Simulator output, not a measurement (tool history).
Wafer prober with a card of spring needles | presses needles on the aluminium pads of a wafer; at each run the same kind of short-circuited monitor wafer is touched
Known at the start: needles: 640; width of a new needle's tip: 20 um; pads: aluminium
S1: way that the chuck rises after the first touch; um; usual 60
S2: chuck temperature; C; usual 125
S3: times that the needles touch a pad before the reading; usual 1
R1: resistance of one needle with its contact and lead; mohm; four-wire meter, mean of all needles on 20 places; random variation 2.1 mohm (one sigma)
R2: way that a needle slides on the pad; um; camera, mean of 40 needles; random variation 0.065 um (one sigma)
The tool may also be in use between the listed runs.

run,hour,S1,S2,S3,R1,R2
1,0,60,125,1,228,13.61
# hour 1.6: tips cleaned on abrasive film
# hour 7.7: tips cleaned on abrasive film
2,9.6,60,55,1,207,13.58
# hour 14.1: tips cleaned on abrasive film
3,15.7,60,26,1,205,13.67
# hour 20.3: tips cleaned on abrasive film
# hour 26.5: tips cleaned on abrasive film
4,26.5,60,26,1,202,13.79
# hour 32.9: tips cleaned on abrasive film
5,36.1,60,26,1,202,13.69
# hour 39.2: tips cleaned on abrasive film
6,42.2,60,26,1,205,13.71
# hour 45.6: tips cleaned on abrasive film
# hour 51.5: tips cleaned on abrasive film
7,51.5,60,26,1,203,13.7
# hour 57.5: tips cleaned on abrasive film
8,61.2,60,26,1,201,13.67
# hour 63.7: tips cleaned on abrasive film
9,66.4,60,26,1,205,13.67
# hour 70: tips cleaned on abrasive film
10,74.8,60,58,1,211,13.68
# hour 76.3: tips cleaned on abrasive film
# hour 82.5: tips cleaned on abrasive film
11,84.8,60,125,1,228,13.71
# hour 88.6: tips cleaned on abrasive film
12,94.2,60,125,1,228,13.66
# hour 95: tips cleaned on abrasive film
# hour 101.4: tips cleaned on abrasive film
13,101.9,60,125,1,224,13.63
# hour 107.6: tips cleaned on abrasive film
14,112.7,60,125,1,226,13.68
# hour 113.7: tips cleaned on abrasive film
# hour 119.9: tips cleaned on abrasive film
15,120.9,53,125,1,231,12.06
# hour 126.7: tips cleaned on abrasive film
16,129.3,71,125,1,225,16.16
# hour 132.6: tips cleaned on abrasive film
# hour 139: tips cleaned on abrasive film
17,139,60,108,3,222,13.6
# hour 145.2: tips cleaned on abrasive film
18,145.8,59,125,2,229,13.4
# hour 151.5: tips cleaned on abrasive film
19,152.2,45,67,2,218,10.24
# hour 158: tips cleaned on abrasive film
20,158.1,40,41,2,218,9.12
# hour 164.2: tips cleaned on abrasive film
21,167,40,41,2,214,9.06
# hour 170.1: tips cleaned on abrasive film
# hour 176.2: tips cleaned on abrasive film
22,177.7,40,41,2,218,9.06
# hour 182.1: tips cleaned on abrasive film
23,185.2,40,68,2,220,9.09
# hour 188.2: tips cleaned on abrasive film
# hour 188.5: height of the first contact set anew
24,193.8,51,125,1,235,11.62
# hour 194.7: tips cleaned on abrasive film
# hour 200.5: tips cleaned on abrasive film
25,202.5,43,125,1,239,9.76
# hour 206.6: tips cleaned on abrasive film
26,212.3,60,125,1,227,13.69
# hour 213: tips cleaned on abrasive film
# hour 219.6: tips cleaned on abrasive film
27,221.3,41,39,1,217,9.29
# hour 226.2: tips cleaned on abrasive film
28,230.6,44,122,3,233,10.01
# hour 233: tips cleaned on abrasive film
29,237.6,60,35,2,209,13.57
# hour 239.4: tips cleaned on abrasive film
# hour 245.8: tips cleaned on abrasive film
30,246.9,54,46,3,212,12.28
# hour 252.4: tips cleaned on abrasive film
31,257.5,64,69,2,212,14.55
# hour 258.8: tips cleaned on abrasive film
# hour 265: tips cleaned on abrasive film
32,268.5,42,125,1,237,9.53

4 ways to go on from here, each from the tool as it stands after run 32. What would each give?
# hour 271.6: tips cleaned on abrasive film
# hour 277.8: tips cleaned on abrasive film
A,278.8,60,125,1,?,?
# hour 271.6: tips cleaned on abrasive film
# hour 277.8: tips cleaned on abrasive film
B,278.8,77,41,2,?,?
# hour 271.6: tips cleaned on abrasive film
# hour 277.8: tips cleaned on abrasive film
C,278.8,68,125,3,?,?
# hour 271.6: tips cleaned on abrasive film
# hour 277.8: tips cleaned on abrasive film
D,278.8,63,82,1,?,?

run,R1,R2
A,225,13.58
B,202,17.52
C,220,15.49
D,215,14.34
Without the tool's hidden state the same runs would have given:
run,R1,R2
A,224,13.58
B,201,17.52
C,220,15.49
D,215,14.34
